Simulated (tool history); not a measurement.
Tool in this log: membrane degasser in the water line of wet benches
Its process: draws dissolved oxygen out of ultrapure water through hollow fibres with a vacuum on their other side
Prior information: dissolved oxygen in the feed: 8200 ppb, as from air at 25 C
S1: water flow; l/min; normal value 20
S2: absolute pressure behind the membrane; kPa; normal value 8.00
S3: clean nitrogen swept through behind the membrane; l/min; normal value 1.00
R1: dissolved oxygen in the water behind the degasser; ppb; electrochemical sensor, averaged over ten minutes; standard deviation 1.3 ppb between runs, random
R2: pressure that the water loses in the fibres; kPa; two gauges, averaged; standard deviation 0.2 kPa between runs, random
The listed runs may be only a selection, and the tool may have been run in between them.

run 1 hour=0.0 | S1=20 S2=8.00 S3=1.00 | R1=218.8 R2=46.12
run 2 hour=31.1 | S1=20 S2=9.11 S3=1.00 | R1=263.4 R2=45.66
run 3 hour=57.1 | S1=20 S2=9.11 S3=1.00 | R1=271.1 R2=45.58
run 4 hour=101.9 | S1=20 S2=9.11 S3=1.00 | R1=266.9 R2=46.10
run 5 hour=129.3 | S1=20 S2=8.00 S3=1.00 | R1=219.1 R2=45.95
run 6 hour=164.1 | S1=20 S2=8.00 S3=1.00 | R1=220.7 R2=45.50
run 7 hour=213.1 | S1=20 S2=8.00 S3=1.00 | R1=219.7 R2=45.87
run 8 hour=250.7 | S1=20 S2=7.60 S3=1.00 | R1=200.9 R2=45.81
run 9 hour=291.0 | S1=20 S2=8.00 S3=1.00 | R1=219.2 R2=45.95
run 10 hour=345.9 | S1=12 S2=8.00 S3=1.00 | R1=140.5 R2=27.83
run 11 hour=386.9 | S1=12 S2=8.00 S3=1.00 | R1=141.6 R2=27.19
run 12 hour=427.1 | S1=20 S2=5.53 S3=1.00 | R1=108.9 R2=45.71
run 13 hour=479.8 | S1=20 S2=5.53 S3=1.00 | R1=109.6 R2=45.94
run 14 hour=513.3 | S1=20 S2=5.53 S3=1.00 | R1=109.6 R2=45.74
run 15 hour=547.4 | S1=20 S2=5.53 S3=1.00 | R1=110.0 R2=46.16
run 16 hour=593.6 | S1=20 S2=5.53 S3=1.00 | R1=109.7 R2=45.40
run 17 hour=629.0 | S1=25 S2=5.18 S3=0.49 | R1=197.8 R2=57.47
run 18 hour=663.7 | S1=29 S2=5.18 S3=2.87 | R1=61.4 R2=66.27
run 19 hour=707.0 | S1=27 S2=6.11 S3=0.43 | R1=324.6 R2=62.28
run 20 hour=739.4 | S1=22 S2=8.00 S3=0.49 | R1=413.5 R2=50.70
run 21 hour=780.0 | S1=22 S2=8.00 S3=0.49 | R1=409.2 R2=50.77
run 22 hour=813.3 | S1=26 S2=8.00 S3=0.61 | R1=401.8 R2=60.14
run 23 hour=862.8 | S1=26 S2=15.45 S3=0.61 | R1=947.1 R2=60.06
run 24 hour=899.8 | S1=13 S2=10.77 S3=1.74 | R1=144.7 R2=29.95
-- hour=926.4 seals of the vacuum lines changed
run 25 hour=936.4 | S1=31 S2=10.77 S3=2.48 | R1=229.2 R2=71.60
run 26 hour=963.0 | S1=28 S2=10.77 S3=0.64 | R1=631.9 R2=64.41
run 27 hour=1015.0 | S1=28 S2=10.77 S3=0.64 | R1=625.6 R2=64.87
run 28 hour=1067.1 | S1=28 S2=14.15 S3=2.97 | R1=248.0 R2=64.84
run 29 hour=1125.6 | S1=28 S2=11.21 S3=1.11 | R1=431.4 R2=64.68
run 30 hour=1153.6 | S1=18 S2=11.21 S3=0.47 | R1=587.3 R2=41.48
run 31 hour=1194.5 | S1=13 S2=11.21 S3=0.56 | R1=394.6 R2=29.80
run 32 hour=1227.0 | S1=18 S2=11.21 S3=0.46 | R1=602.2 R2=41.36

What if the next run were any one of these 4? Each begins from the tool's condition after run 32:
run A hour=1270.3 | S1=18 S2=6.40 S3=0.46 | R1=? R2=?
run B hour=1270.3 | S1=23 S2=10.01 S3=1.18 | R1=? R2=?
run C hour=1270.3 | S1=18 S2=11.21 S3=2.30 | R1=? R2=?
run D hour=1270.3 | S1=30 S2=6.27 S3=1.09 | R1=? R2=?

run=A R1=251.5 R2=41.56
run=B R1=293.2 R2=53.08
run=C R1=151.3 R2=41.66
run=D R1=196.0 R2=69.42
With the hidden condition removed and each run's random variation left untouched, the same runs would have given:
run=A R1=246.5 R2=41.02
run=B R1=290.0 R2=52.38
run=C R1=149.7 R2=41.12
run=D R1=191.2 R2=68.51
